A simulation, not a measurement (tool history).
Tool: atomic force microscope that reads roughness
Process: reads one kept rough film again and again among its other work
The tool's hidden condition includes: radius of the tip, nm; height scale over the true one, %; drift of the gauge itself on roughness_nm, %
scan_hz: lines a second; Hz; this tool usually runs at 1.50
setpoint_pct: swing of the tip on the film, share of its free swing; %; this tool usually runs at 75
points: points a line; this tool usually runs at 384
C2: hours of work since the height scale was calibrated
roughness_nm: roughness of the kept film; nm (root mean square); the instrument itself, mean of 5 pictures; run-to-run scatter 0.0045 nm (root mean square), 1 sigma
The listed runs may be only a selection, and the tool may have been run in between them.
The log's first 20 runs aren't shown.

At hour 948.4: new tip fitted.
Run 21, hour 975.0: usual settings; pictures with this tip 30; C2 1125. Result: roughness_nm 1.410 nm (root mean square).
Run 22, hour 1030.7: usual settings; pictures with this tip 95; C2 1158. Result: roughness_nm 1.402 nm (root mean square).
Run 23, hour 1079.0: usual settings; pictures with this tip 151; C2 1187. Result: roughness_nm 1.379 nm (root mean square).
Run 24, hour 1137.4: usual settings but scan_hz 0.56 Hz, setpoint_pct 61 %; pictures with this tip 219; C2 1222. Result: roughness_nm 1.469 nm (root mean square).
At hour 1149.5: new tip fitted.
Run 25, hour 1171.7: usual settings but scan_hz 2.84 Hz, points 552; pictures with this tip 26; C2 1242. Result: roughness_nm 1.314 nm (root mean square).
Run 26, hour 1219.3: usual settings but scan_hz 1.13 Hz, setpoint_pct 65 %, points 552; pictures with this tip 81; C2 1271. Result: roughness_nm 1.477 nm (root mean square).
Run 27, hour 1254.2: usual settings but scan_hz 1.52 Hz, setpoint_pct 66 %, points 1016; pictures with this tip 121; C2 1291. Result: roughness_nm 1.441 nm (root mean square).
Run 28, hour 1285.2: usual settings but scan_hz 1.39 Hz, setpoint_pct 80 %, points 343; pictures with this tip 157; C2 1310. Result: roughness_nm 1.365 nm (root mean square).
Run 29, hour 1320.6: usual settings but scan_hz 0.84 Hz, setpoint_pct 63 %, points 956; pictures with this tip 198; C2 1331. Result: roughness_nm 1.468 nm (root mean square).
At hour 1350.9: new tip fitted.
Run 30, hour 1365.7: usual settings but scan_hz 2.62 Hz, setpoint_pct 83 %, points 684; pictures with this tip 17; C2 1358. Result: roughness_nm 1.245 nm (root mean square).
Run 31, hour 1422.0: usual settings but scan_hz 2.62 Hz, setpoint_pct 64 %, points 723; pictures with this tip 82; C2 1392. Result: roughness_nm 1.424 nm (root mean square).
Run 32, hour 1454.7: usual settings but scan_hz 1.65 Hz, setpoint_pct 68 %, points 567; pictures with this tip 120; C2 1411. Result: roughness_nm 1.426 nm (root mean square).
Run 33, hour 1514.2: usual settings but scan_hz 1.66 Hz, setpoint_pct 76 %, points 348; pictures with this tip 189; C2 1447. Result: roughness_nm 1.356 nm (root mean square).
At hour 1553.1: new tip fitted.
Run 34, hour 1565.2: usual settings but scan_hz 2.00 Hz, points 281; pictures with this tip 14; C2 1477. Result: roughness_nm 1.371 nm (root mean square).
Run 35, hour 1599.4: usual settings but scan_hz 0.88 Hz; pictures with this tip 53; C2 1497. Result: roughness_nm 1.466 nm (root mean square).
Run 36, hour 1637.0: usual settings but scan_hz 1.92 Hz; pictures with this tip 97; C2 1520. Result: roughness_nm 1.361 nm (root mean square).
Run 37, hour 1665.8: usual settings but scan_hz 1.75 Hz, setpoint_pct 87 %, points 450; pictures with this tip 130; C2 1537. Result: roughness_nm 1.273 nm (root mean square).
Run 38, hour 1731.5: usual settings but scan_hz 2.69 Hz; pictures with this tip 206; C2 1577. Result: roughness_nm 1.284 nm (root mean square).
At hour 1755.6: new tip fitted.
Run 39, hour 1791.8: usual settings but scan_hz 2.69 Hz; pictures with this tip 42; C2 1612. Result: roughness_nm 1.331 nm (root mean square).
Run 40, hour 1831.7: usual settings but scan_hz 0.92 Hz, setpoint_pct 71 %; pictures with this tip 88; C2 1636. Result: roughness_nm 1.483 nm (root mean square).
Run 41, hour 1892.1: usual settings but points 518; pictures with this tip 158; C2 1672. Result: roughness_nm 1.396 nm (root mean square).
Run 42, hour 1947.8: usual settings but scan_hz 0.93 Hz, points 478; pictures with this tip 222; C2 1706. Result: roughness_nm 1.421 nm (root mean square).
At hour 1956.7: new tip fitted.
Run 43, hour 1982.3: usual settings but scan_hz 0.93 Hz, setpoint_pct 82 %, points 917; pictures with this tip 30; C2 1726. Result: roughness_nm 1.449 nm (root mean square).
At hour 2016.5: height scale calibrated on a step standard.
Run 44, hour 2042.9: usual settings but scan_hz 3.57 Hz, setpoint_pct 74 %, points 730; pictures with this tip 99; C2 16. Result: roughness_nm 1.231 nm (root mean square).
Run 45, hour 2092.8: usual settings but scan_hz 0.82 Hz, setpoint_pct 74 %; pictures with this tip 157; C2 46. Result: roughness_nm 1.415 nm (root mean square).

Each row is a separate what-if for the run after 45, all from the same tool condition, not one after another. Results?
At hour 2160.4: new tip fitted.
Run A, hour 2163.8: usual settings but scan_hz 0.54 Hz, setpoint_pct 60 %, points 378; pictures with this tip 4; C2 88. Result: roughness_nm ?.
At hour 2160.4: new tip fitted.
Run B, hour 2163.8: usual settings but scan_hz 2.31 Hz, setpoint_pct 73 %, points 530; pictures with this tip 4; C2 88. Result: roughness_nm ?.
At hour 2160.4: new tip fitted.
Run C, hour 2163.8: usual settings but scan_hz 2.61 Hz, points 841; pictures with this tip 4; C2 88. Result: roughness_nm ?.

run  roughness_nm
  A         1.510
  B         1.352
  C         1.305
What these runs would have given with no unlogged condition in the tool:
run  roughness_nm
  A         1.511
  B         1.353
  C         1.306

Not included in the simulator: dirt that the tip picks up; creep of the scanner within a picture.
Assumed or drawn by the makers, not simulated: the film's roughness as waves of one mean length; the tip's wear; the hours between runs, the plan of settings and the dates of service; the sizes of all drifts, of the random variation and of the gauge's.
